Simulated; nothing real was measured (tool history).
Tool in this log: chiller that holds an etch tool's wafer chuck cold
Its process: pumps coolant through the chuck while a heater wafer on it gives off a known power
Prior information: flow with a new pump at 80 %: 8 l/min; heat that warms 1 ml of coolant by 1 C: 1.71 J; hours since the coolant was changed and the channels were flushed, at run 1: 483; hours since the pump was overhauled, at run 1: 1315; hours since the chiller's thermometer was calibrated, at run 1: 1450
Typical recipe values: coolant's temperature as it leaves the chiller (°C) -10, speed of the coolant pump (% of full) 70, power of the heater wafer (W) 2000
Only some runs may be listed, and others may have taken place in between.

run   hour  coolant's temperature as it leaves the chiller (°C)  speed of the coolant pump (% of full)  power of the heater wafer (W)  hours since the coolant was changed and the channels were flushed  hours since the pump was overhauled  hours since the chiller's thermometer was calibrated  chuck's temperature once it has settled (°C)  how much warmer the coolant comes back (C)
  1      0                                                  -10                                     70                           2000                                                                483                                 1315                                                  1450                                             7                                       10.48
  2     32                                                  -10                                     70                           2000                                                                515                                 1347                                                  1482                                           7.1                                       10.47
  3   56.5                                                  -10                                     70                           2000                                                                539                                 1372                                                  1507                                           7.1                                       10.45
  4   86.8                                                  -10                                     70                           2000                                                                570                                 1402                                                  1537                                           7.1                                       10.48
  5  115.3                                                  -10                                     70                           2000                                                                598                                 1431                                                  1565                                           7.2                                       10.41
  6  146.6                                                  -10                                     70                           2000                                                                630                                 1462                                                  1597                                           7.3                                       10.55
  7  160.5                                                  -10                                     70                           2000                                                                643                                 1476                                                  1611                                           7.1                                       10.47
  8    182                                                  -10                                     70                           2000                                                                665                                 1497                                                  1632                                           7.3                                       10.49
  9  204.2                                                  -10                                     70                           1505                                                                687                                 1519                                                  1654                                             3                                        7.84
 10  226.2                                                   -2                                     70                           1505                                                                709                                 1541                                                  1676                                          11.1                                        7.89
 11  244.2                                                   -2                                     70                           1505                                                                727                                 1559                                                  1694                                          10.7                                        7.95
 12  260.7                                                   -2                                     70                           1505                                                                744                                 1576                                                  1711                                          11.2                                        7.92
 13  287.4                                                   -2                                     70                           1505                                                                770                                 1603                                                  1738                                          11.1                                        7.86
 14  318.5                                                   -2                                     70                           1505                                                                801                                 1634                                                  1769                                          11.2                                        7.94
 15  335.9                                                   -2                                     70                           1505                                                                819                                 1651                                                  1786                                          11.1                                        7.93
 16  349.7                                                   -2                                     70                           1505                                                                833                                 1665                                                  1800                                          11.2                                        8.01
 17  367.5                                                  -19                                     91                           2363                                                                850                                 1683                                                  1818                                          -2.1                                        9.56
 18  394.3                                                  -19                                     91                           2363                                                                877                                 1709                                                  1844                                          -2.2                                         9.6
 19  409.5                                                   -1                                     70                           2000                                                                892                                 1725                                                  1860                                          16.3                                        10.5
 20  441.1                                                  -10                                     93                           1490                                                                924                                 1756                                                  1891                                           0.7                                        5.98
 21  455.1                                                  -10                                     71                           1798                                                                938                                 1770                                                  1905                                           5.5                                        9.38
 22  480.9                                                  -10                                     95                           1402                                                                964                                 1796                                                  1931                                          -0.1                                        5.48
 23  496.9                                                  -11                                     70                           2000                                                                980                                 1812                                                  1947                                           6.5                                       10.64
 24  523.5                                                  -13                                     70                           1726                                                               1006                                 1839                                                  1974                                           2.1                                        9.19
 25  544.1                                                   -9                                     70                           2000                                                               1027                                 1859                                                  1994                                           8.5                                       10.66
 26  577.4                                                  -14                                     70                           1472                                                               1060                                 1893                                                  2028                                          -0.9                                        7.85
 27  606.4                                                   -1                                     76                           1323                                                               1089                                 1922                                                  2057                                          10.1                                        6.46
 28  625.6                                                   -1                                     84                           2570                                                               1109                                 1941                                                  2076                                          18.7                                       11.41
 29  653.7                                                   -1                                     84                           2570                                                               1137                                 1969                                                  2104                                          18.6                                       11.31
 30  681.4                                                   -4                                     66                           1706                                                               1164                                 1997                                                  2131                                          11.9                                        9.65
 31    715                                                   -4                                     66                           1706                                                               1198                                 2030                                                  2165                                          11.7                                        9.59

What if the next run were any one of these 5? Each begins from the tool's condition after run 31:
  A  745.2                                                   -6                                     82                           2000                                                               1228                                 2060                                                  2195                                             ?                                           ?
  B  745.2                                                  -10                                     62                           1122                                                               1228                                 2060                                                  2195                                             ?                                           ?
  C  745.2                                                   -4                                     74                           1510                                                               1228                                 2060                                                  2195                                             ?                                           ?
  D  745.2                                                  -10                                     66                           1706                                                               1228                                 2060                                                  2195                                             ?                                           ?
  E  745.2                                                  -10                                     94                           1706                                                               1228                                 2060                                                  2195                                             ?                                           ?

run  chuck's temperature once it has settled (°C)  how much warmer the coolant comes back (C)
  A                                           9.8                                        9.21
  B                                           0.8                                        6.77
  C                                           8.9                                        7.68
  D                                           5.9                                         9.7
  E                                             2                                        6.76
Had the tool no hidden state, the same runs would have come out as:
run  chuck's temperature once it has settled (°C)  how much warmer the coolant comes back (C)
  A                                           8.2                                        8.67
  B                                          -0.3                                        6.37
  C                                           7.6                                        7.23
  D                                           4.4                                        9.12
  E                                           0.8                                        6.36

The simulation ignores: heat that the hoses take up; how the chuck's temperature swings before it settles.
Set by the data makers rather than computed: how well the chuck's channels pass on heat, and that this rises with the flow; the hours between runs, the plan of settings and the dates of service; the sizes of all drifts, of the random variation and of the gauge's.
